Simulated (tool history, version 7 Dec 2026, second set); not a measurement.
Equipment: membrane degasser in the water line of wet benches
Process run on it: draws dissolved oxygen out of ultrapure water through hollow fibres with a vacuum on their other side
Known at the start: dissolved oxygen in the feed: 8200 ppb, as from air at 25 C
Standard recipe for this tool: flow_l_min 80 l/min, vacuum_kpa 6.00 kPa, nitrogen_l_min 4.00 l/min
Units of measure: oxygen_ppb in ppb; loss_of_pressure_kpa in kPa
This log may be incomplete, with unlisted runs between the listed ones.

{"run": 1, "day": 0.0, "flow_l_min": 80, "vacuum_kpa": 6.0, "nitrogen_l_min": 4.0, "oxygen_ppb": 126.1, "loss_of_pressure_kpa": 45.79}
{"run": 2, "day": 8.267, "flow_l_min": 80, "vacuum_kpa": 6.0, "nitrogen_l_min": 4.0, "oxygen_ppb": 127.1, "loss_of_pressure_kpa": 45.97}
{"run": 3, "day": 14.488, "flow_l_min": 80, "vacuum_kpa": 6.0, "nitrogen_l_min": 4.0, "oxygen_ppb": 127.0, "loss_of_pressure_kpa": 46.16}
{"run": 4, "day": 22.333, "flow_l_min": 80, "vacuum_kpa": 6.0, "nitrogen_l_min": 7.79, "oxygen_ppb": 71.1, "loss_of_pressure_kpa": 46.1}
{"run": 5, "day": 29.438, "flow_l_min": 80, "vacuum_kpa": 6.0, "nitrogen_l_min": 7.79, "oxygen_ppb": 70.8, "loss_of_pressure_kpa": 46.05}
{"day": 30.346, "done": "seals of the vacuum lines changed"}
{"run": 6, "day": 37.029, "flow_l_min": 80, "vacuum_kpa": 6.0, "nitrogen_l_min": 7.79, "oxygen_ppb": 70.9, "loss_of_pressure_kpa": 45.91}
{"run": 7, "day": 42.396, "flow_l_min": 80, "vacuum_kpa": 6.0, "nitrogen_l_min": 4.0, "oxygen_ppb": 126.1, "loss_of_pressure_kpa": 45.87}
{"run": 8, "day": 50.925, "flow_l_min": 80, "vacuum_kpa": 6.0, "nitrogen_l_min": 4.0, "oxygen_ppb": 128.0, "loss_of_pressure_kpa": 45.9}
{"run": 9, "day": 59.446, "flow_l_min": 80, "vacuum_kpa": 13.36, "nitrogen_l_min": 4.0, "oxygen_ppb": 434.9, "loss_of_pressure_kpa": 45.79}
{"run": 10, "day": 68.367, "flow_l_min": 80, "vacuum_kpa": 13.36, "nitrogen_l_min": 4.0, "oxygen_ppb": 433.0, "loss_of_pressure_kpa": 45.81}
{"run": 11, "day": 73.171, "flow_l_min": 88, "vacuum_kpa": 13.36, "nitrogen_l_min": 4.0, "oxygen_ppb": 469.9, "loss_of_pressure_kpa": 50.86}
{"run": 12, "day": 83.225, "flow_l_min": 88, "vacuum_kpa": 13.36, "nitrogen_l_min": 4.0, "oxygen_ppb": 476.5, "loss_of_pressure_kpa": 50.77}
{"run": 13, "day": 94.358, "flow_l_min": 80, "vacuum_kpa": 13.48, "nitrogen_l_min": 2.18, "oxygen_ppb": 717.4, "loss_of_pressure_kpa": 46.03}
{"run": 14, "day": 99.579, "flow_l_min": 49, "vacuum_kpa": 7.36, "nitrogen_l_min": 3.22, "oxygen_ppb": 142.6, "loss_of_pressure_kpa": 27.95}

Predict the results of run 15:
{"run": 15, "day": 104.904, "flow_l_min": 53, "vacuum_kpa": 6.38, "nitrogen_l_min": 6.37, "oxygen_ppb": "?", "loss_of_pressure_kpa": "?"}

oxygen_ppb: 63.1 ppb
loss_of_pressure_kpa: 30.37 kPa
On a tool with no hidden condition, and with the same random variation, this run would have come out at oxygen_ppb 63.0 ppb, loss_of_pressure_kpa 30.35 kPa.
